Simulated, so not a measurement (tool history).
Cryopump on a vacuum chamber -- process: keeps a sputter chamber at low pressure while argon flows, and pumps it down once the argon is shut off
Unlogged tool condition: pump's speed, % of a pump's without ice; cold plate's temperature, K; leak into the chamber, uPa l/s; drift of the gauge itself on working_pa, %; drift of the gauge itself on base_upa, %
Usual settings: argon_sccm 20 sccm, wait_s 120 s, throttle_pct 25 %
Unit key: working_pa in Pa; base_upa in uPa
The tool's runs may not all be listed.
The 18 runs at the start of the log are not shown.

| run | hour | argon_sccm | wait_s | throttle_pct | hours of work since the pump was warmed up and emptied | hours of work since the cold head was overhauled | hours of work since the chamber's fittings were tightened | working_pa | base_upa |
|---|---|---|---|---|---|---|---|---|---|
| 19 | 847.4 | 9 | 183 | 53 | 295 | 1083 | 886 | 0.0219 | 1.32 |
| 20 | 879.2 | 28 | 26 | 33 | 317 | 1105 | 908 | 0.1035 | 4.06 |
| 21 | 938.5 | 28 | 26 | 33 | 358 | 1146 | 949 | 0.1029 | 3.93 |
| 22 | 973.3 | 35 | 120 | 23 | 382 | 1170 | 973 | 0.1822 | 1.57 |
| 23 | 1014.6 | 18 | 196 | 40 | 411 | 1199 | 1002 | 0.0567 | 1.39 |
| 24 | 1047.9 | 15 | 196 | 39 | 434 | 1222 | 1025 | 0.0487 | 1.42 |
| 25 | 1102.6 | 38 | 49 | 31 | 472 | 1260 | 1062 | 0.1527 | 2.72 |
| 26 | 1145.2 | 38 | 49 | 31 | 501 | 1289 | 1092 | 0.1525 | 2.62 |
| 27 | 1174.6 | 38 | 49 | 31 | 522 | 1309 | 1112 | 0.1522 | 2.7 |
| 28 | 1203.9 | 38 | 49 | 31 | 542 | 1330 | 1133 | 0.1537 | 2.83 |
| 29 | 1262.6 | 32 | 120 | 25 | 583 | 1370 | 1173 | 0.1583 | 1.87 |
| 30 | 1290.7 | 32 | 120 | 25 | 602 | 1390 | 1193 | 0.1583 | 1.82 |
| 31 | 1351.7 | 13 | 116 | 45 | 644 | 1432 | 1235 | 0.0383 | 1.9 |
| 32 | 1406.7 | 27 | 120 | 29 | 682 | 1470 | 1273 | 0.1182 | 1.93 |
| 33 | 1472.4 | 9 | 55 | 19 | 728 | 1516 | 1318 | 0.0585 | 2.87 |
| 34 | 1504.5 | 23 | 102 | 39 | 750 | 1538 | 1341 | 0.0779 | 2.27 |

3 options for the next run, each taken on its own from the tool as it stands now. Forecast them:
|  | 1565.8 | pump warmed up, emptied and cooled again |
| A | 1574 | 39 | 174 | 25 | 6 | 1582 | 1385 | ? | ? |
|  | 1565.8 | pump warmed up, emptied and cooled again |
| B | 1574 | 20 | 70 | 57 | 6 | 1582 | 1385 | ? | ? |
|  | 1565.8 | pump warmed up, emptied and cooled again |
| C | 1574 | 14 | 120 | 25 | 6 | 1582 | 1385 | ? | ? |

| run | working_pa | base_upa |
|---|---|---|
| A | 0.1798 | 1.52 |
| B | 0.0416 | 2.21 |
| C | 0.0655 | 1.74 |
With the hidden condition removed and each run's random variation left untouched, the same runs would have given:
| run | working_pa | base_upa |
|---|---|---|
| A | 0.1786 | 0.65 |
| B | 0.041 | 1.36 |
| C | 0.0651 | 0.88 |
